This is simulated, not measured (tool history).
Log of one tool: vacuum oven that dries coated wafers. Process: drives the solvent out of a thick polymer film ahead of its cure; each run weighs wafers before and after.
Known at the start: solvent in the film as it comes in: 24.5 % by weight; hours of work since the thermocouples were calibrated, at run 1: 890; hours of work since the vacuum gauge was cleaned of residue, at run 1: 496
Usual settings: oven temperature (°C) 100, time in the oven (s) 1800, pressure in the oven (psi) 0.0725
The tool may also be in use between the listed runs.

run	hour	oven temperature (°C)	time in the oven (s)	pressure in the oven (psi)	hours of work since the thermocouples were calibrated	hours of work since the vacuum gauge was cleaned of residue	solvent left in the film (%)
1	0.0	100	1800	0.0725	890	496	3.08
2	48.8	100	1800	0.0725	926	531	3.03
3	90.2	100	1800	0.0725	956	562	3.23
4	142.1	95	1800	0.0725	994	600	4.41
5	188.0	95	1800	0.1404	1028	633	4.70
# hour 208.2: oven's thermocouples calibrated
6	260.1	95	1800	0.1404	38	685	4.16
7	304.1	95	1800	0.1404	70	717	4.31
8	349.4	100	1800	0.0725	104	750	2.87
9	421.8	100	1800	0.0725	157	803	2.90
10	486.6	100	1800	0.0725	204	851	2.91
11	541.8	100	1800	0.0725	245	891	3.01
12	607.6	100	1800	0.0725	293	940	2.95
13	658.5	100	1800	0.0725	330	977	2.93
# hour 664.1: vacuum gauge cleaned of residue and calibrated
14	710.7	106	1260	0.0408	367	34	3.59
15	762.3	104	2700	0.0725	405	72	0.91
# hour 817.4: vacuum gauge cleaned of residue and calibrated, once more
16	819.4	104	2700	0.0725	446	1	0.79
17	877.7	102	900	0.2645	489	44	7.33
18	941.1	102	900	0.2645	535	91	7.43
19	974.8	102	900	0.2645	560	115	7.38
20	1021.4	96	1620	0.0364	594	150	4.50

5 ways to go on from here, each from the tool as it stands after run 20. What would each give?
A	1078.8	91	1140	0.1273	636	192	?
B	1078.8	96	1200	0.1521	636	192	?
C	1078.8	96	1080	0.0364	636	192	?
D	1078.8	96	2580	0.1466	636	192	?
E	1078.8	106	1380	0.2293	636	192	?

run	solvent left in the film (%)
A	8.77
B	6.99
C	7.34
D	2.43
E	3.59
Without the tool's hidden state the same runs would have given:
run	solvent left in the film (%)
A	8.34
B	6.57
C	6.94
D	2.15
E	3.27
